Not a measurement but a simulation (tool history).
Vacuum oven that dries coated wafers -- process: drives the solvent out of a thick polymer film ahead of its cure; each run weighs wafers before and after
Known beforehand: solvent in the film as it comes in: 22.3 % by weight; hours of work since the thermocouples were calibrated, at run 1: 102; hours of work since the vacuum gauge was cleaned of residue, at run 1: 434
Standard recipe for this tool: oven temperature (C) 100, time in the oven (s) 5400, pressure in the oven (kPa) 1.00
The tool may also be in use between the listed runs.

| run | hour | oven temperature (C) | time in the oven (s) | pressure in the oven (kPa) | hours of work since the thermocouples were calibrated | hours of work since the vacuum gauge was cleaned of residue | solvent left in the film (%) |
|---|---|---|---|---|---|---|---|
| 1 | 0.0 | 100 | 5400 | 1.00 | 102 | 434 | 1.53 |
| 2 | 16.2 | 100 | 5400 | 1.00 | 112 | 444 | 1.55 |
| 3 | 28.9 | 88 | 5400 | 1.00 | 120 | 451 | 5.09 |
| 4 | 46.4 | 100 | 5820 | 1.00 | 130 | 462 | 1.40 |
| 5 | 65.1 | 100 | 5820 | 1.00 | 142 | 473 | 1.37 |
| 6 | 84.8 | 100 | 5400 | 1.00 | 153 | 485 | 1.55 |
| 7 | 101.8 | 100 | 5400 | 1.16 | 164 | 495 | 1.65 |
| 8 | 112.0 | 100 | 5400 | 1.16 | 170 | 501 | 1.74 |
| 9 | 130.5 | 100 | 5400 | 1.16 | 181 | 513 | 1.72 |
| 10 | 144.5 | 100 | 5400 | 1.16 | 189 | 521 | 1.68 |
|  | 147.4 | vacuum gauge cleaned of residue and calibrated |
| 11 | 167.0 | 100 | 5400 | 1.16 | 202 | 12 | 1.69 |
| 12 | 187.3 | 100 | 5400 | 1.16 | 214 | 24 | 1.72 |
| 13 | 206.7 | 100 | 5400 | 1.16 | 226 | 36 | 1.77 |
|  | 227.2 | vacuum gauge cleaned of residue and calibrated, once more |
| 14 | 230.6 | 100 | 5400 | 1.16 | 240 | 2 | 1.52 |
| 15 | 241.4 | 100 | 5400 | 1.16 | 246 | 9 | 1.65 |
| 16 | 258.6 | 100 | 5400 | 1.16 | 256 | 19 | 1.69 |
| 17 | 278.7 | 100 | 5400 | 1.00 | 269 | 31 | 1.57 |
| 18 | 299.9 | 100 | 5400 | 0.52 | 281 | 44 | 1.40 |
| 19 | 312.4 | 88 | 5520 | 0.70 | 289 | 51 | 4.81 |
| 20 | 333.6 | 100 | 5400 | 1.51 | 302 | 64 | 1.84 |
| 21 | 352.6 | 104 | 5400 | 2.97 | 313 | 76 | 1.77 |
| 22 | 372.9 | 98 | 3180 | 0.97 | 325 | 88 | 4.53 |
| 23 | 392.8 | 98 | 3180 | 0.97 | 337 | 100 | 4.54 |
| 24 | 409.0 | 102 | 4560 | 0.97 | 347 | 110 | 1.67 |
| 25 | 425.5 | 115 | 3960 | 0.97 | 357 | 120 | 0.41 |
| 26 | 447.0 | 102 | 4080 | 0.63 | 370 | 133 | 1.97 |
| 27 | 463.5 | 87 | 7920 | 2.18 | 380 | 143 | 4.42 |
| 28 | 474.0 | 87 | 7920 | 2.18 | 386 | 149 | 4.15 |
| 29 | 488.0 | 101 | 3480 | 2.11 | 395 | 157 | 3.62 |
| 30 | 505.9 | 101 | 3480 | 2.11 | 406 | 168 | 3.54 |
| 31 | 525.4 | 106 | 7800 | 0.84 | 417 | 180 | 0.40 |
| 32 | 542.9 | 100 | 3840 | 1.85 | 428 | 190 | 3.40 |
| 33 | 563.3 | 100 | 3840 | 1.85 | 440 | 203 | 3.30 |

Below are 3 alternative next runs, each starting from the tool's condition after run 33. Predict each:
| A | 574.3 | 100 | 6840 | 0.67 | 447 | 209 | ? |
| B | 574.3 | 105 | 6960 | 1.85 | 447 | 209 | ? |
| C | 574.3 | 105 | 3840 | 0.76 | 447 | 209 | ? |

| run | solvent left in the film (%) |
|---|---|
| A | 0.90 |
| B | 0.91 |
| C | 1.63 |
With the hidden condition removed and each run's random variation left untouched, the same runs would have given:
| run | solvent left in the film (%) |
|---|---|
| A | 0.85 |
| B | 0.87 |
| C | 1.58 |
